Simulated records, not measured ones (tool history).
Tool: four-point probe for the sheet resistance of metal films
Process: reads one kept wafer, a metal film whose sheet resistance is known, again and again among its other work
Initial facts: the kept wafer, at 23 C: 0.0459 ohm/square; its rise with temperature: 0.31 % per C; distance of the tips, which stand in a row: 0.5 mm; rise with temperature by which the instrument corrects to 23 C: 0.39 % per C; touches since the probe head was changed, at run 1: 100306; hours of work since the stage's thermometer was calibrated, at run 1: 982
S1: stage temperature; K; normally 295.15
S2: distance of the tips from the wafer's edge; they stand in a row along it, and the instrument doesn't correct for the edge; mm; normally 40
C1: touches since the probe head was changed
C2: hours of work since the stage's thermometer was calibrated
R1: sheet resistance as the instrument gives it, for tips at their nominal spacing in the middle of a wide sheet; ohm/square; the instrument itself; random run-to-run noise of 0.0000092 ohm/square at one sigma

| run | day | S1 | S2 | C1 | C2 | R1 |
|---|---|---|---|---|---|---|
| 1 | 0.000 | 295.15 | 40 | 100306 | 982 | 0.045941 |
| 2 | 1.633 | 295.15 | 65 | 101670 | 1000 | 0.045927 |
| 3 | 3.979 | 295.15 | 65 | 103629 | 1026 | 0.045924 |
| 4 | 5.171 | 295.15 | 65 | 104626 | 1039 | 0.045925 |
| 5 | 7.092 | 299.15 | 40 | 106231 | 1060 | 0.045774 |
| 6 | 9.329 | 299.15 | 40 | 108098 | 1084 | 0.045776 |
| 7 | 11.742 | 299.15 | 40 | 110113 | 1111 | 0.045779 |
| 8 | 14.050 | 299.15 | 40 | 112041 | 1136 | 0.045767 |
| 9 | 15.867 | 299.15 | 40 | 113558 | 1156 | 0.045780 |
| 10 | 18.342 | 299.15 | 40 | 115627 | 1183 | 0.045792 |
| 11 | 19.662 | 299.15 | 40 | 116731 | 1197 | 0.045784 |
| 12 | 21.550 | 299.15 | 40 | 118306 | 1218 | 0.045780 |
| 13 | 23.442 | 299.15 | 40 | 119887 | 1238 | 0.045788 |
| 14 | 25.933 | 295.15 | 40 | 121969 | 1266 | 0.045936 |
| 15 | 27.812 | 295.15 | 40 | 123537 | 1286 | 0.045916 |
|  | 29.754 | new probe head fitted |
| 16 | 30.154 | 295.15 | 40 | 334 | 1311 | 0.045955 |
| 17 | 32.733 | 295.15 | 40 | 2490 | 1340 | 0.045938 |
| 18 | 35.354 | 304.15 | 40 | 4678 | 1368 | 0.045599 |
| 19 | 37.308 | 291.15 | 40 | 6311 | 1390 | 0.046105 |
| 20 | 38.788 | 293.15 | 40 | 7546 | 1406 | 0.046020 |
| 21 | 41.562 | 293.15 | 3 | 9866 | 1436 | 0.046722 |
| 22 | 43.104 | 295.15 | 4 | 11152 | 1453 | 0.046346 |
| 23 | 44.429 | 305.15 | 14 | 12260 | 1467 | 0.045574 |
| 24 | 46.567 | 299.15 | 40 | 14044 | 1491 | 0.045797 |
| 25 | 47.892 | 294.15 | 7 | 15151 | 1505 | 0.046106 |
| 26 | 50.658 | 294.15 | 10 | 17461 | 1535 | 0.046060 |
| 27 | 52.792 | 299.15 | 4 | 19246 | 1559 | 0.046174 |
| 28 | 54.562 | 298.15 | 29 | 20722 | 1578 | 0.045838 |
| 29 | 55.758 | 297.15 | 5 | 21723 | 1591 | 0.046099 |
| 30 | 57.092 | 306.15 | 5 | 22834 | 1606 | 0.045772 |
| 31 | 59.288 | 295.15 | 6 | 24669 | 1630 | 0.046094 |
| 32 | 61.854 | 295.15 | 6 | 26814 | 1658 | 0.046115 |
| 33 | 63.596 | 295.15 | 6 | 28269 | 1677 | 0.046115 |
| 34 | 65.842 | 295.15 | 6 | 30144 | 1701 | 0.046114 |
| 35 | 68.404 | 296.15 | 73 | 32285 | 1729 | 0.045899 |
| 36 | 69.875 | 296.15 | 73 | 33513 | 1745 | 0.045898 |
| 37 | 71.817 | 297.15 | 4 | 35136 | 1767 | 0.046254 |
| 38 | 73.046 | 297.15 | 4 | 36164 | 1780 | 0.046241 |
| 39 | 75.246 | 297.15 | 4 | 37998 | 1804 | 0.046251 |
| 40 | 77.304 | 296.15 | 71 | 39720 | 1827 | 0.045900 |
| 41 | 79.200 | 292.15 | 19 | 41303 | 1847 | 0.046087 |
| 42 | 81.354 | 294.15 | 20 | 43103 | 1871 | 0.045993 |
| 43 | 82.833 | 294.15 | 20 | 44339 | 1887 | 0.045999 |
| 44 | 84.788 | 294.15 | 20 | 45969 | 1908 | 0.045985 |

Consider 3 possible next runs. They are alternatives, not a sequence: every one starts from the tool as it was left by run 44. What does each give?
| A | 86.254 | 294.15 | 20 | 47197 | 1924 | ? |
| B | 86.254 | 305.15 | 19 | 47197 | 1924 | ? |
| C | 86.254 | 305.15 | 40 | 47197 | 1924 | ? |

| run | R1 |
|---|---|
| A | 0.046012 |
| B | 0.045565 |
| C | 0.045537 |
Without the tool's hidden state the same runs would have given:
| run | R1 |
|---|---|
| A | 0.046012 |
| B | 0.045565 |
| C | 0.045537 |
